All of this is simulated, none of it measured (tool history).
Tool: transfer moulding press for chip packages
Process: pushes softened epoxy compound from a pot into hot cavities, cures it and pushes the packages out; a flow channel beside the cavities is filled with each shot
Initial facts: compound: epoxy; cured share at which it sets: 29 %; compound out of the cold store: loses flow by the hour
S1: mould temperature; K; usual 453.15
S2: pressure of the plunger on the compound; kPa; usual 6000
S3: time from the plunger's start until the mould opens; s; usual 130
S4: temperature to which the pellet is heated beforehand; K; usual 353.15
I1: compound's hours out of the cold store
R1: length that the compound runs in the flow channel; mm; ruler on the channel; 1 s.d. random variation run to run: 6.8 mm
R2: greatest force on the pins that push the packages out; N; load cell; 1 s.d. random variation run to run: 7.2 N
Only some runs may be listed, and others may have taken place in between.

run   hour      S1    S2   S3      S4    I1    R1   R2
  1      0  453.15  6000  130  353.15   9.6   975  439
       8.3  -- cavities cleaned with cleaning compound and waxed
  2   40.2  453.15  6000  130  353.15  39.2   800  376
  3     69  453.15  6000  130  353.15  13.7   935  433
      85.6  -- cavities cleaned with cleaning compound and waxed
  4    104  453.15  6000  130  353.15  32.7   834  344
  5  133.8  453.15  6000  130  353.15  27.1   848  407
     161.5  -- cavities cleaned with cleaning compound and waxed
  6    164  453.15  6000  130  353.15  23.7   874  331
  7  193.7  453.15  6000  130  353.15  25.6   854  379
     203.6  -- plunger's sealing rings changed
  8  215.4  455.15  6000  130  353.15    24   893  379
     240.3  -- cavities cleaned with cleaning compound and waxed
  9  244.5  455.15  6000  130  353.15  16.5   936  311
 10  264.8  455.15  6000  130  353.15  42.8   787  328
 11  298.3  453.15  5920  130  353.15  41.5   790  393
     317.7  -- cavities cleaned with cleaning compound and waxed
 12  346.3  453.15  6000  130  350.15  34.1   847  382
 13  385.4  453.15  6000  140  353.15  14.6   943  408
       393  -- cavities cleaned with cleaning compound and waxed
 14  413.1  453.15  6000  140  353.15   9.6   983  329
     440.3  -- mould's thermocouples calibrated
 15  459.8  453.15  6000  146  353.15  44.7   782  350
     470.1  -- cavities cleaned with cleaning compound and waxed
 16  494.7  453.15  6710  130  353.15  17.1   979  376
 17  519.9  458.15  6710  130  349.15     8  1008  347
     546.3  -- cavities cleaned with cleaning compound and waxed
 18  558.9  455.15  6350  148  356.15  46.8   772  286
 19  590.2  459.15  5670  160  360.15   9.2   917  311
 20  611.9  459.15  5670  160  360.15  28.6   803  334
     621.7  -- cavities cleaned with cleaning compound and waxed
 21  644.5  454.15  5010  137  359.15  29.7   777  324
 22  690.3  450.15  6510  129  363.15    20   938  511
     696.1  -- cavities cleaned with cleaning compound and waxed
 23  713.6  452.15  7150  130  353.15    10  1064  392
 24  754.4  453.15  4870  137  353.15    26   762  400
       771  -- cavities cleaned with cleaning compound and waxed
 25  797.1  453.15  6000  130  353.15  12.2   939  379
 26  822.3  459.15  6000  146  353.15  41.8   749  329

The next listed run, before its measurement:
       847  -- cavities cleaned with cleaning compound and waxed
     852.7  -- plunger's sealing rings changed
 27  853.3  449.15  7200  146  359.15  42.5   ?   ?

R1: 909 mm
R2: 326 N
The same run, on a tool lacking any hidden state, would have yielded R1 907 mm, R2 305 N.
